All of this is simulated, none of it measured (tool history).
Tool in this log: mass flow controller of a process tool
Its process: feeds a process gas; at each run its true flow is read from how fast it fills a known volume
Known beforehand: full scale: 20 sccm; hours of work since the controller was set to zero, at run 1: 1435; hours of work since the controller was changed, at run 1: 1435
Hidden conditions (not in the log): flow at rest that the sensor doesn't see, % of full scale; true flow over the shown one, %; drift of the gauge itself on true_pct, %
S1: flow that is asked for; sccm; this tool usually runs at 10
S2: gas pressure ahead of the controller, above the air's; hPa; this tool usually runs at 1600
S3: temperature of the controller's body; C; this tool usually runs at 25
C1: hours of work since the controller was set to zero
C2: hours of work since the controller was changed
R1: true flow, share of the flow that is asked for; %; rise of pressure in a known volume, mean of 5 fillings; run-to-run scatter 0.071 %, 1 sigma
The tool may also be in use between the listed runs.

run	day	S1	S2	S3	C1	C2	R1
1	0	10	1600	25	1435	1435	100.03
2	4.933	10	1600	24	1496	1496	100.06
3	7.175	10	1600	24	1523	1523	100.08
4	9.762	10	1600	24	1555	1555	100.05
5	11.933	10	1600	24	1582	1582	100.09
6	16.129	10	1600	24	1633	1633	100.09
7	19.675	10	1600	25	1677	1677	99.99
8	23.975	10	1600	25	1729	1729	100.08
9	28.008	10	1600	25	1779	1779	99.99
10	32.65	10	1600	25	1836	1836	100.17
11	36.817	10	2270	25	1887	1887	99.88
12	40.712	10	2270	25	1935	1935	99.87
13	45.896	10	2270	25	1998	1998	99.89
14	49.342	10	1600	25	2041	2041	100.19
15	52.067	10	1600	25	2074	2074	100.16
16	57.083	10	1600	25	2136	2136	100.25
17	60.712	10	1600	25	2180	2180	100.24
18	65.8	10	1600	25	2243	2243	100.2
19	69.846	10	1600	25	2292	2292	100.25
20	73.212	10	1600	25	2334	2334	100.28
21	75.854	10	1600	25	2366	2366	100.07
22	79.971	10	2240	25	2416	2416	100.02
23	83.454	10	2240	25	2459	2459	100.01
24	87.804	10	2240	25	2513	2513	100.21
25	91.1	13	2330	29	2553	2553	99.84
26	95.083	4	1990	33	2602	2602	100.31
27	99.804	4	1990	33	2660	2660	100.43
28	103.933	12	1430	22	2711	2711	100.63
29	108.354	10	1400	23	2765	2765	100.62
30	113.229	2	1400	23	2825	2825	102.94
31	116.121	3	1400	21	2860	2860	101.96
32	119.242	10	2620	40	2898	2898	99.06
33	123.012	16	2280	20	2945	2945	100.65
34	125.154	4	1520	25	2971	2971	101.18
35	127.538	4	1520	39	3000	3000	100.37
36	130.1	10	2060	25	3032	3032	100.38
37	132.383	10	2770	24	3060	3060	100.11
38	134.638	3	1590	23	3087	3087	102
39	138.417	13	1870	25	3134	3134	100.38
40	141.567	11	1870	27	3172	3172	100.38
41	145.579	16	1820	38	3222	3222	99.8
42	150.021	10	1430	25	3276	3276	100.73
43	153.933	14	2330	33	3324	3324	99.79
44	158.738	10	2710	25	3383	3383	100.18
45	163.558	10	2710	25	3442	3442	100.24
46	166.171	10	2710	25	3474	3474	100.12
47	169.067	10	2000	25	3510	3510	100.44
48	171.533	2	2580	25	3540	3540	103.28

For some of the steps in R1 from one run to the next: how much would appear even if the tool had no hidden state, given the settings, what came in and random variation, and how much remains for the hidden state plus any gauge scatter that the measured result and the result without hidden state don't share?
Run 29 -> 30: S1 10 -> 2. R1 +2.32 %: hidden state +2.88, all else -0.56.
Run 31 -> 32: S1 3 -> 10, S2 1400 -> 2620, S3 21 -> 40. R1 -2.9 %: hidden state -1.67, all else -1.23.
Run 38 -> 39: S1 3 -> 13, S2 1590 -> 1870, S3 23 -> 25. R1 -1.62 %: hidden state -1.98, all else +0.36.
Run 47 -> 48: S1 10 -> 2, S2 2000 -> 2580. R1 +2.84 %: hidden state +3.53, all else -0.69.
